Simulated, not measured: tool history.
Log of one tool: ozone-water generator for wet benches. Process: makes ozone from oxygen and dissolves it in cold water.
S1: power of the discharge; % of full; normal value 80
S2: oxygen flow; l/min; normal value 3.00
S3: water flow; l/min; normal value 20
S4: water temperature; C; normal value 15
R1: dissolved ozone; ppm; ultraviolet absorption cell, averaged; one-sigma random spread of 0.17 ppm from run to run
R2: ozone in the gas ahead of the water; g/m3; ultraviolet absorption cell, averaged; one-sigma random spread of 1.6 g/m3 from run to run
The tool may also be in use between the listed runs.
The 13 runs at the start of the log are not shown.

Run 14, day 15.871: usual settings but S1 79 % of full, S3 27 l/min. Result: R1 14.6 ppm, R2 296.4 g/m3.
At day 16.029: water thermometer calibrated.
Run 15, day 16.771: usual settings but S1 79 % of full, S3 27 l/min. Result: R1 14.5 ppm, R2 296.5 g/m3.
Run 16, day 18.238: usual settings but S1 79 % of full, S3 27 l/min. Result: R1 14.4 ppm, R2 298.6 g/m3.
Run 17, day 19.546: usual settings but S1 79 % of full, S3 27 l/min. Result: R1 14.4 ppm, R2 295.3 g/m3.
Run 18, day 20.450: usual settings but S1 99 % of full, S3 27 l/min. Result: R1 17.6 ppm, R2 361.1 g/m3.
Run 19, day 21.650: usual settings but S1 99 % of full, S3 27 l/min. Result: R1 17.5 ppm, R2 359.2 g/m3.
At day 22.938: water thermometer calibrated, once more.
Run 20, day 22.983: usual settings but S1 99 % of full, S3 27 l/min. Result: R1 17.8 ppm, R2 359.9 g/m3.
Run 21, day 23.917: usual settings but S1 99 % of full, S3 32 l/min. Result: R1 14.3 ppm, R2 360.0 g/m3.
Run 22, day 25.088: usual settings but S3 19 l/min. Result: R1 22.0 ppm, R2 301.3 g/m3.
Run 23, day 26.608: usual settings but S3 19 l/min. Result: R1 22.1 ppm, R2 297.1 g/m3.
Run 24, day 27.554: usual settings but S1 74 % of full, S3 22 l/min. Result: R1 17.3 ppm, R2 280.0 g/m3.
Run 25, day 28.725: usual settings but S1 74 % of full, S2 3.55 l/min, S3 22 l/min, S4 16 C. Result: R1 18.5 ppm, R2 263.6 g/m3.
Run 26, day 29.700: usual settings but S1 59 % of full, S2 2.08 l/min, S3 22 l/min, S4 21 C. Result: R1 11.7 ppm, R2 258.1 g/m3.
Run 27, day 31.262: usual settings but S1 85 % of full, S3 26 l/min, S4 18 C. Result: R1 15.6 ppm, R2 314.3 g/m3.
Run 28, day 32.162: usual settings but S1 66 % of full, S2 2.42 l/min, S3 21 l/min, S4 11 C. Result: R1 15.6 ppm, R2 270.5 g/m3.
Run 29, day 32.842: usual settings but S1 66 % of full, S2 2.52 l/min, S3 21 l/min, S4 11 C. Result: R1 15.8 ppm, R2 267.4 g/m3.
Run 30, day 33.562: usual settings but S2 3.20 l/min, S4 12 C. Result: R1 21.7 ppm, R2 291.8 g/m3.
Run 31, day 34.700: usual settings but S1 44 % of full, S2 5.20 l/min, S3 19 l/min, S4 11 C. Result: R1 16.4 ppm, R2 147.1 g/m3.
Run 32, day 35.788: usual settings but S3 21 l/min, S4 7 C. Result: R1 20.8 ppm, R2 301.6 g/m3.
Run 33, day 36.946: usual settings but S3 21 l/min, S4 7 C. Result: R1 21.0 ppm, R2 297.1 g/m3.

Branching from run 33: 4 alternative next runs. What would each branch give?
Run A, day 38.254: usual settings but S3 23 l/min, S4 7 C. Result: R1 ?, R2 ?.
Run B, day 38.254: usual settings but S1 45 % of full, S2 2.67 l/min, S3 15 l/min, S4 7 C. Result: R1 ?, R2 ?.
Run C, day 38.254: usual settings but S1 86 % of full, S2 2.27 l/min, S4 14 C. Result: R1 ?, R2 ?.
Run D, day 38.254: usual settings but S1 66 % of full, S2 2.64 l/min. Result: R1 ?, R2 ?.

run    R1     R2
  A  18.6  293.4
  B  17.5  184.9
  C  19.7  347.1
  D  16.6  260.4
Without the tool's unlogged condition, the same runs would have read:
run    R1     R2
  A  19.9  302.5
  B  18.3  188.0
  C  21.1  358.4
  D  17.6  267.3
